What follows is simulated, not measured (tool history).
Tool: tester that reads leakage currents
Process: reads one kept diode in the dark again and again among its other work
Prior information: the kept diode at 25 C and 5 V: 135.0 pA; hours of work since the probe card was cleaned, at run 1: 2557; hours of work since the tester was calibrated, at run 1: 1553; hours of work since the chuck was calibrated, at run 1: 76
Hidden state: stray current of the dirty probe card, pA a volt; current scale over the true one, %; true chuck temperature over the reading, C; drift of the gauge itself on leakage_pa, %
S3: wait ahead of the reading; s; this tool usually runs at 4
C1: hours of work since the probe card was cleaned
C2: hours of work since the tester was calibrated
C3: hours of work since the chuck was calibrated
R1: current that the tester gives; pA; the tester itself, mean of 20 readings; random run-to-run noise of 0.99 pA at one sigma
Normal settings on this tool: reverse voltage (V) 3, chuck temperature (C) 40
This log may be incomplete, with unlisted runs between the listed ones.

Run 1, hour 0: usual settings; C1 2557; C2 1553; C3 76. Result: R1 337.35 pA.
Run 2, hour 50.2: usual settings; C1 2593; C2 1589; C3 112. Result: R1 333.74 pA.
Run 3, hour 90.7: usual settings; C1 2622; C2 1618; C3 141. Result: R1 336.06 pA.
Run 4, hour 159.5: usual settings; C1 2671; C2 1667; C3 191. Result: R1 332.44 pA.
Run 5, hour 231.1: usual settings; C1 2723; C2 1718; C3 242. Result: R1 331.89 pA.
Run 6, hour 303.3: usual settings; C1 2774; C2 1770; C3 293. Result: R1 329.41 pA.
Run 7, hour 357.6: usual settings; C1 2813; C2 1809; C3 332. Result: R1 331.83 pA.
Run 8, hour 442.6: usual settings; C1 2874; C2 1870; C3 393. Result: R1 330.02 pA.
Run 9, hour 491.5: usual settings but reverse voltage (V) 12.44, chuck temperature (C) 54, S3 1.91 s; C1 2909; C2 1905; C3 428. Result: R1 1743.88 pA.
Run 10, hour 575.2: usual settings but reverse voltage (V) 13.11, chuck temperature (C) 59, S3 0.92 s; C1 2969; C2 1965; C3 488. Result: R1 2472.38 pA.
Run 11, hour 658.6: usual settings but reverse voltage (V) 4.19, chuck temperature (C) 59, S3 4.54 s; C1 3029; C2 2024; C3 548. Result: R1 1402.66 pA.
Run 12, hour 727.5: usual settings but reverse voltage (V) 13.75, chuck temperature (C) 23, S3 1.4 s; C1 3078; C2 2074; C3 597. Result: R1 209.3 pA.
Run 13, hour 792.9: usual settings but reverse voltage (V) 1.86, chuck temperature (C) 57, S3 0.9 s; C1 3125; C2 2120; C3 644. Result: R1 814.69 pA.
Run 14, hour 833.1: usual settings but reverse voltage (V) 18.33, chuck temperature (C) 44, S3 0.9 s; C1 3154; C2 2149; C3 673. Result: R1 1068.98 pA.
Run 15, hour 905.9: usual settings but chuck temperature (C) 23, S3 0.43 s; C1 3206; C2 2201; C3 725. Result: R1 91.45 pA.
Run 16, hour 947.9: usual settings but chuck temperature (C) 23, S3 0.43 s; C1 3236; C2 2231; C3 755. Result: R1 91.99 pA.

4 options for the next run, each taken on its own from the tool as it stands now. Forecast them:
Run A, hour 1021.5: usual settings but reverse voltage (V) 11.84, chuck temperature (C) 22; C1 3289; C2 2284; C3 808. Result: R1 ?.
Run B, hour 1021.5: usual settings but reverse voltage (V) 3.98, chuck temperature (C) 23, S3 0.81 s; C1 3289; C2 2284; C3 808. Result: R1 ?.
Run C, hour 1021.5: usual settings but reverse voltage (V) 4.11, chuck temperature (C) 32, S3 0.94 s; C1 3289; C2 2284; C3 808. Result: R1 ?.
Run D, hour 1021.5: usual settings but chuck temperature (C) 39; C1 3289; C2 2284; C3 808. Result: R1 ?.

run      R1
  A  178.65
  B  106.67
  C  210.71
  D  298.37
With no hidden state in the tool, these same runs would have given:
run      R1
  A  162.37
  B   103.7
  C  212.44
  D  306.21

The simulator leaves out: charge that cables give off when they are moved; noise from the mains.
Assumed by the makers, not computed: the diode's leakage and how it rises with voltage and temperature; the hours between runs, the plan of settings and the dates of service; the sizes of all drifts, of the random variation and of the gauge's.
